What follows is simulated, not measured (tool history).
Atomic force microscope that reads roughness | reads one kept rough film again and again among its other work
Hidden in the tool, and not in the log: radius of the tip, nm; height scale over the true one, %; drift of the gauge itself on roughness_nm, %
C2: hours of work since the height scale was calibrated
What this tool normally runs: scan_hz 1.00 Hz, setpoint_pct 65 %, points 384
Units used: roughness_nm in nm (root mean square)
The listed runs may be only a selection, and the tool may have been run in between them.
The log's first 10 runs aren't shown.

run 11 day=7.933 | scan_hz=1.00 setpoint_pct=65 points=444 | pictures_with_this_tip=161 C2=438 | roughness_nm=4.471
run 12 day=8.862 | scan_hz=0.59 setpoint_pct=65 points=384 | pictures_with_this_tip=186 C2=451 | roughness_nm=4.500
run 13 day=9.338 | scan_hz=1.00 setpoint_pct=65 points=384 | pictures_with_this_tip=198 C2=457 | roughness_nm=4.384
run 14 day=10.042 | scan_hz=1.00 setpoint_pct=65 points=384 | pictures_with_this_tip=216 C2=467 | roughness_nm=4.354
-- day=10.912 new tip fitted
run 15 day=10.975 | scan_hz=1.00 setpoint_pct=65 points=384 | pictures_with_this_tip=1 C2=480 | roughness_nm=4.854
run 16 day=11.529 | scan_hz=1.00 setpoint_pct=65 points=384 | pictures_with_this_tip=16 C2=488 | roughness_nm=4.821
run 17 day=12.367 | scan_hz=2.40 setpoint_pct=80 points=384 | pictures_with_this_tip=38 C2=499 | roughness_nm=3.991
run 18 day=13.354 | scan_hz=1.61 setpoint_pct=65 points=321 | pictures_with_this_tip=64 C2=513 | roughness_nm=4.582
run 19 day=14.225 | scan_hz=1.61 setpoint_pct=65 points=321 | pictures_with_this_tip=86 C2=526 | roughness_nm=4.553
run 20 day=15.283 | scan_hz=1.43 setpoint_pct=57 points=985 | pictures_with_this_tip=114 C2=540 | roughness_nm=4.665
run 21 day=16.108 | scan_hz=1.43 setpoint_pct=57 points=985 | pictures_with_this_tip=136 C2=552 | roughness_nm=4.543
run 22 day=16.888 | scan_hz=2.12 setpoint_pct=59 points=443 | pictures_with_this_tip=156 C2=563 | roughness_nm=4.397
run 23 day=17.442 | scan_hz=1.53 setpoint_pct=77 points=443 | pictures_with_this_tip=170 C2=571 | roughness_nm=4.111
run 24 day=18.429 | scan_hz=1.63 setpoint_pct=56 points=443 | pictures_with_this_tip=196 C2=585 | roughness_nm=4.470
run 25 day=18.975 | scan_hz=1.63 setpoint_pct=56 points=443 | pictures_with_this_tip=210 C2=592 | roughness_nm=4.354
run 26 day=19.542 | scan_hz=1.63 setpoint_pct=56 points=443 | pictures_with_this_tip=225 C2=600 | roughness_nm=4.376
-- day=20.046 new tip fitted
run 27 day=20.217 | scan_hz=1.63 setpoint_pct=56 points=443 | pictures_with_this_tip=4 C2=609 | roughness_nm=4.917
run 28 day=21.267 | scan_hz=1.63 setpoint_pct=56 points=443 | pictures_with_this_tip=32 C2=624 | roughness_nm=4.804
run 29 day=22.067 | scan_hz=0.89 setpoint_pct=62 points=443 | pictures_with_this_tip=53 C2=635 | roughness_nm=4.805
run 30 day=22.996 | scan_hz=2.43 setpoint_pct=88 points=633 | pictures_with_this_tip=77 C2=648 | roughness_nm=3.564
run 31 day=23.617 | scan_hz=1.77 setpoint_pct=63 points=912 | pictures_with_this_tip=93 C2=657 | roughness_nm=4.547

Predict each of these 5 candidate next runs independently; none follows another, all start after run 31:
run A day=24.208 | scan_hz=1.79 setpoint_pct=65 points=384 | pictures_with_this_tip=109 C2=665 | roughness_nm=?
run B day=24.208 | scan_hz=1.77 setpoint_pct=74 points=912 | pictures_with_this_tip=109 C2=665 | roughness_nm=?
run C day=24.208 | scan_hz=1.00 setpoint_pct=68 points=994 | pictures_with_this_tip=109 C2=665 | roughness_nm=?
run D day=24.208 | scan_hz=1.77 setpoint_pct=65 points=847 | pictures_with_this_tip=109 C2=665 | roughness_nm=?
run E day=24.208 | scan_hz=2.71 setpoint_pct=58 points=666 | pictures_with_this_tip=109 C2=665 | roughness_nm=?

run=A roughness_nm=4.469
run=B roughness_nm=4.256
run=C roughness_nm=4.585
run=D roughness_nm=4.476
run=E roughness_nm=4.471
Take away the tool's hidden state, keep each run's random variation, and the runs would have read:
run=A roughness_nm=4.683
run=B roughness_nm=4.460
run=C roughness_nm=4.806
run=D roughness_nm=4.691
run=E roughness_nm=4.686

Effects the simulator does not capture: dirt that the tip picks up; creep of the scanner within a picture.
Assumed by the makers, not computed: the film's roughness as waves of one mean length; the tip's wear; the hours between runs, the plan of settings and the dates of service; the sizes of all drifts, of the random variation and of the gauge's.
